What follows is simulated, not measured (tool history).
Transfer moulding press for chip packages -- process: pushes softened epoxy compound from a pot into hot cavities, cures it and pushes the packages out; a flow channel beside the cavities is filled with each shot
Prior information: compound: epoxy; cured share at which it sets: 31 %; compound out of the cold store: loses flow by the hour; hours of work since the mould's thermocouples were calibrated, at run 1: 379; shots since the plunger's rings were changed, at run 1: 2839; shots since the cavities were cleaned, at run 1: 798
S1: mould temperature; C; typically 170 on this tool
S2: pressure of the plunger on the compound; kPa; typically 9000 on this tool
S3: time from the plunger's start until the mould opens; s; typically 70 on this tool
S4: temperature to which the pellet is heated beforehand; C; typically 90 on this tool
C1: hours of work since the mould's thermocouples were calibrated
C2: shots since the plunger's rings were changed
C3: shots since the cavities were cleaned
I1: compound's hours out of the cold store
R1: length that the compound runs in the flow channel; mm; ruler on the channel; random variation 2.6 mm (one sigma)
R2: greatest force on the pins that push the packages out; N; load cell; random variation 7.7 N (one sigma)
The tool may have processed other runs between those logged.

run    hour   S1     S2   S3  S4   C1    C2   C3    I1    R1   R2
  1     0.0  170   9000   70  90  379  2839  798  17.3   971  361
       12.2  -- cavities cleaned with cleaning compound and waxed
  2    30.2  170   9000   70  90  394  3172  209  18.6   964  351
       55.6  -- plunger's sealing rings changed
       95.2  -- cavities cleaned with cleaning compound and waxed
  3    95.2  170   9000   70  90  427   442    0  34.1   910  329
  4   128.0  170   9000   70  90  445   823  381  32.8   922  340
  5   158.0  170   9000   70  90  461  1171  729  17.6   969  340
      178.2  -- cavities cleaned with cleaning compound and waxed
  6   187.6  170   9000   70  90  477  1497  109  29.4   933  333
  7   213.6  164   9000   70  90  491  1799  411  36.5   930  525
  8   243.7  164   9000   70  90  507  2148  760  36.0   933  517
      260.4  -- cavities cleaned with cleaning compound and waxed
  9   281.5  170   7100   70  90  527  2569  244  42.0   791  318
      341.3  -- cavities cleaned with cleaning compound and waxed
 10   341.8  170   7100   70  90  559  3251    5  25.5   836  339
      360.9  -- plunger's sealing rings changed
 11   390.4  170   9000   70  90  584   343  540  28.7   932  337
      426.5  -- cavities cleaned with cleaning compound and waxed
 12   428.2  170   9000   70  90  603   764   20  28.9   933  342
 13   479.7  170   9000   95  90  631  1361  617  18.8   964  230
      506.2  -- cavities cleaned with cleaning compound and waxed
 14   536.9  170   9000   70  90  661  2008  356  14.5   982  353
      586.6  -- cavities cleaned with cleaning compound and waxed
 15   591.7  170   8130  101  81  690  2625   58  24.1   899  232
 16   648.6  170   8130  101  81  721  3286  719  12.9   939  231
      664.2  -- plunger's sealing rings changed
      670.4  -- cavities cleaned with cleaning compound and waxed
 17   702.4  170   9960   70  86  748   426  372   8.7  1055  353
      717.0  -- mould's thermocouples calibrated
 18   750.3  170   7400   70  90   18   958  904  39.1   814  333
      754.3  -- cavities cleaned with cleaning compound and waxed
 19   802.6  175  10830   96  83   46  1547  560  41.4   958  223
      834.2  -- cavities cleaned with cleaning compound and waxed
 20   849.5  170   9000   94  90   70  2074  177   9.0  1003  236
 21   878.8  166  10450   94  89   86  2414  517  47.2   954  245
      914.2  -- cavities cleaned with cleaning compound and waxed
 22   933.8  170   9000   50  94  115  3035  228  37.4   901  747
      968.8  -- plunger's sealing rings changed
 23   977.1  169   9530   72  88  137    96  701  13.1  1020  358
      997.1  -- cavities cleaned with cleaning compound and waxed
 24  1008.9  165   7850   70  90  154   448  137  22.6   913  494
 25  1050.4  165   7850   70  90  176   930  619  29.1   888  488
     1079.2  -- cavities cleaned with cleaning compound and waxed
 26  1110.4  169   8550   77  90  208  1608  363  11.0   972  299
     1161.4  -- cavities cleaned with cleaning compound and waxed
 27  1165.3  163   7390   62  96  237  2227   45  19.7   902  734

Below are 3 alternative next runs, each starting from the tool's condition after run 27. Predict each:
  A  1219.3  163  8000   63  90  266  2854  672  16.3   ?   ?
  B  1219.3  168  9000  108  90  266  2854  672  46.4   ?   ?
  C  1219.3  174  7390   62  98  266  2854  672  46.6   ?   ?

run   R1   R2
  A  955  778
  B  883  223
  C  779  308
Stripped of hidden state, with their random variation kept, the same runs would have yielded:
run   R1   R2
  A  956  770
  B  883  220
  C  779  305
